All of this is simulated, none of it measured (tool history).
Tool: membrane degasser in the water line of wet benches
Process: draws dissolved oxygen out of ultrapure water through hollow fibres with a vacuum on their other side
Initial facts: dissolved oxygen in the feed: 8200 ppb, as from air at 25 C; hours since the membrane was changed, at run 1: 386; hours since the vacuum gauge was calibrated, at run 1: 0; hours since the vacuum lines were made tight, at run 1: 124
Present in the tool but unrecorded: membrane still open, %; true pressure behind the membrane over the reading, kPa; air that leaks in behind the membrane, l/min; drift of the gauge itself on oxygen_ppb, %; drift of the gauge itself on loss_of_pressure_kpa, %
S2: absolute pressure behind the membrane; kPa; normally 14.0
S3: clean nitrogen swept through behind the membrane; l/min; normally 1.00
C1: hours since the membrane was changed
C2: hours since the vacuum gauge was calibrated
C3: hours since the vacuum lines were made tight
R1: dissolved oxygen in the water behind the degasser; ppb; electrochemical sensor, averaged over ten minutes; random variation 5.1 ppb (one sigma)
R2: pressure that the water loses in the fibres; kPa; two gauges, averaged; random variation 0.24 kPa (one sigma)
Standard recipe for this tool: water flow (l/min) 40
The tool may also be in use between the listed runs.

run 1 day=0.000 | water_flow_(l/min)=40 S2=14.0 S3=1.00 | C1=386 C2=0 C3=124 | R1=889.5 R2=64.06
run 2 day=1.904 | water_flow_(l/min)=40 S2=25.9 S3=1.00 | C1=431 C2=46 C3=170 | R1=1592.8 R2=63.97
run 3 day=3.671 | water_flow_(l/min)=40 S2=25.9 S3=1.00 | C1=474 C2=88 C3=212 | R1=1611.9 R2=64.07
run 4 day=5.804 | water_flow_(l/min)=40 S2=25.9 S3=1.00 | C1=525 C2=139 C3=264 | R1=1606.3 R2=64.26
run 5 day=7.246 | water_flow_(l/min)=40 S2=14.0 S3=1.00 | C1=560 C2=174 C3=298 | R1=888.1 R2=64.17
run 6 day=8.875 | water_flow_(l/min)=38 S2=14.0 S3=1.00 | C1=599 C2=213 C3=337 | R1=846.0 R2=60.66
run 7 day=11.271 | water_flow_(l/min)=38 S2=14.0 S3=1.00 | C1=656 C2=270 C3=395 | R1=857.5 R2=60.48
run 8 day=12.917 | water_flow_(l/min)=38 S2=14.0 S3=1.00 | C1=696 C2=310 C3=434 | R1=854.4 R2=60.56
run 9 day=15.212 | water_flow_(l/min)=38 S2=14.0 S3=1.00 | C1=751 C2=365 C3=489 | R1=850.3 R2=60.80
run 10 day=17.979 | water_flow_(l/min)=38 S2=18.4 S3=1.00 | C1=817 C2=431 C3=556 | R1=1117.6 R2=61.10
run 11 day=19.492 | water_flow_(l/min)=38 S2=18.4 S3=1.00 | C1=854 C2=468 C3=592 | R1=1124.7 R2=60.76
run 12 day=21.129 | water_flow_(l/min)=38 S2=18.4 S3=1.00 | C1=893 C2=507 C3=632 | R1=1123.3 R2=60.60
run 13 day=23.317 | water_flow_(l/min)=57 S2=14.0 S3=0.46 | C1=945 C2=560 C3=684 | R1=1848.3 R2=91.30
run 14 day=25.062 | water_flow_(l/min)=45 S2=18.0 S3=0.95 | C1=987 C2=601 C3=726 | R1=1316.6 R2=71.93
run 15 day=27.667 | water_flow_(l/min)=40 S2=34.7 S3=1.00 | C1=1050 C2=664 C3=788 | R1=2089.1 R2=63.83
run 16 day=29.879 | water_flow_(l/min)=26 S2=10.0 S3=2.37 | C1=1103 C2=717 C3=842 | R1=195.5 R2=41.61
run 17 day=32.396 | water_flow_(l/min)=40 S2=9.7 S3=0.58 | C1=1163 C2=777 C3=902 | R1=838.1 R2=64.22
run 18 day=34.204 | water_flow_(l/min)=40 S2=9.7 S3=0.58 | C1=1207 C2=821 C3=945 | R1=834.0 R2=63.52
run 19 day=36.092 | water_flow_(l/min)=30 S2=14.0 S3=1.48 | C1=1252 C2=866 C3=991 | R1=499.0 R2=47.75
run 20 day=38.229 | water_flow_(l/min)=30 S2=14.0 S3=1.48 | C1=1303 C2=917 C3=1042 | R1=501.9 R2=48.19
run 21 day=39.954 | water_flow_(l/min)=30 S2=14.0 S3=1.12 | C1=1345 C2=959 C3=1083 | R1=626.2 R2=47.88
run 22 day=41.292 | water_flow_(l/min)=29 S2=33.3 S3=1.00 | C1=1377 C2=991 C3=1115 | R1=1588.3 R2=46.74
run 23 day=43.804 | water_flow_(l/min)=25 S2=28.8 S3=1.36 | C1=1437 C2=1051 C3=1176 | R1=969.7 R2=40.23

Consider 5 possible next runs. They are alternatives, not a sequence: every one starts from the tool as it was left by run 23. What does each give?
run A day=46.000 | water_flow_(l/min)=27 S2=27.2 S3=1.21 | C1=1490 C2=1104 C3=1228 | R1=? R2=?
run B day=46.000 | water_flow_(l/min)=40 S2=13.1 S3=1.00 | C1=1490 C2=1104 C3=1228 | R1=? R2=?
run C day=46.000 | water_flow_(l/min)=25 S2=20.7 S3=1.36 | C1=1490 C2=1104 C3=1228 | R1=? R2=?
run D day=46.000 | water_flow_(l/min)=25 S2=28.8 S3=0.70 | C1=1490 C2=1104 C3=1228 | R1=? R2=?
run E day=46.000 | water_flow_(l/min)=25 S2=22.1 S3=1.36 | C1=1490 C2=1104 C3=1228 | R1=? R2=?

run=A R1=1079.8 R2=43.26
run=B R1=840.8 R2=64.34
run=C R1=689.4 R2=40.27
run=D R1=1593.7 R2=40.17
run=E R1=746.7 R2=40.51
Without the tool's unlogged condition, the same runs would have read:
run=A R1=1072.8 R2=42.89
run=B R1=832.4 R2=63.79
run=C R1=683.6 R2=39.92
run=D R1=1586.6 R2=39.82
run=E R1=740.7 R2=40.16
